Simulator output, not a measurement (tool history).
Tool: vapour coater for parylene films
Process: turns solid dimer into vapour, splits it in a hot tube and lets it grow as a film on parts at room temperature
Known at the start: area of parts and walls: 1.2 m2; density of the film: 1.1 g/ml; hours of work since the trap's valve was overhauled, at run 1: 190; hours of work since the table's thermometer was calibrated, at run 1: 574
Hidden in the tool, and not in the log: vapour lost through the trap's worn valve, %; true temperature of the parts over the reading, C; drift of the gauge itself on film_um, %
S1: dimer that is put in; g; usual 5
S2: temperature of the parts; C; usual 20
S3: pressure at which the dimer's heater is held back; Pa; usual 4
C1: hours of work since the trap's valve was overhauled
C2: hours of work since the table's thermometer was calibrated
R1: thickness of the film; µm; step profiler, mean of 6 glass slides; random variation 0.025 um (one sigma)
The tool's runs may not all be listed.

run,hour,S1,S2,S3,C1,C2,R1
1,0,5,20,4,190,574,1.7
2,17,5,29,4,203,587,1.14
3,28.8,5,20,2.01,212,596,1.96
4,41.3,5,19,2.01,221,606,1.99
5,54.1,5,19,2.01,231,616,2.02
6,67.5,5,19,2.01,242,626,1.96
7,89,3,20,4,258,642,1.03
8,107.9,3,20,4,273,657,1
9,124.6,5,20,4,286,670,1.67
10,144.7,5,20,4,301,686,1.73
11,154.2,5,20,4,308,693,1.72
12,168.2,5,20,3.22,319,704,1.76
13,183.9,5,20,3.22,331,716,1.79
14,204.5,5,20,3.22,347,732,1.74
15,216.5,5,20,4,357,741,1.67
16,230.6,5,20,4,368,752,1.7
17,247.9,5,20,4,381,765,1.7
18,262.7,5,20,2.12,392,777,1.88
19,282.4,5,20,2.12,407,792,1.84
20,304.2,5,20,2.12,424,809,1.87
21,326.3,5,20,2.12,441,826,1.87
22,339.4,5,20,2.12,452,836,1.91
23,353.4,5,20,4,462,847,1.65
24,370.6,5,20,4,476,860,1.68
25,385.3,5,20,4,487,871,1.67
26,403,3,16,5.17,501,885,1.12
27,423.9,3,16,5.17,517,901,1.11
28,441.4,3,19,4.81,530,915,1.01
29,453.5,7,20,2.01,540,924,2.62
30,470.3,5,12,2.45,553,937,2.54
31,481.3,5,15,3.31,561,945,2.07
32,500.2,5,13,3.31,576,960,2.3
33,520.2,5,13,3.31,591,975,2.29
34,541.9,5,13,3.31,608,992,2.3
35,560.5,3,13,5.63,622,1006,1.23
36,574.5,3,13,5.63,633,1017,1.23
37,592.2,3,28,4,647,1031,0.69
# hour 604.1: trap's valve overhauled
38,612.1,7,18,11,6,1043,2.18
39,633.2,7,18,5.86,22,1059,2.45
40,651.4,6,20,5.07,37,1074,2.01
41,671.5,6,12,5.07,52,1089,2.78
42,691.4,6,12,5.07,67,1104,2.76
43,713.3,6,12,5.07,84,1121,2.76
44,734.4,3,14,9.57,101,1138,1.15
45,744.6,3,29,9.57,109,1145,0.57
46,755.7,6,24,2.95,117,1154,1.88
47,765.7,4,29,4,125,1162,0.96

Forecast each of these 4 alternatives for the next run:
A,777.8,4,13,10.16,134,1171,?
B,777.8,5,13,4,134,1171,?
C,777.8,5,20,11.08,134,1171,?
D,777.8,8,14,3.48,134,1171,?

run,R1
A,1.55
B,2.31
C,1.42
D,3.57
Without the tool's hidden state the same runs would have given:
run,R1
A,1.64
B,2.44
C,1.51
D,3.78
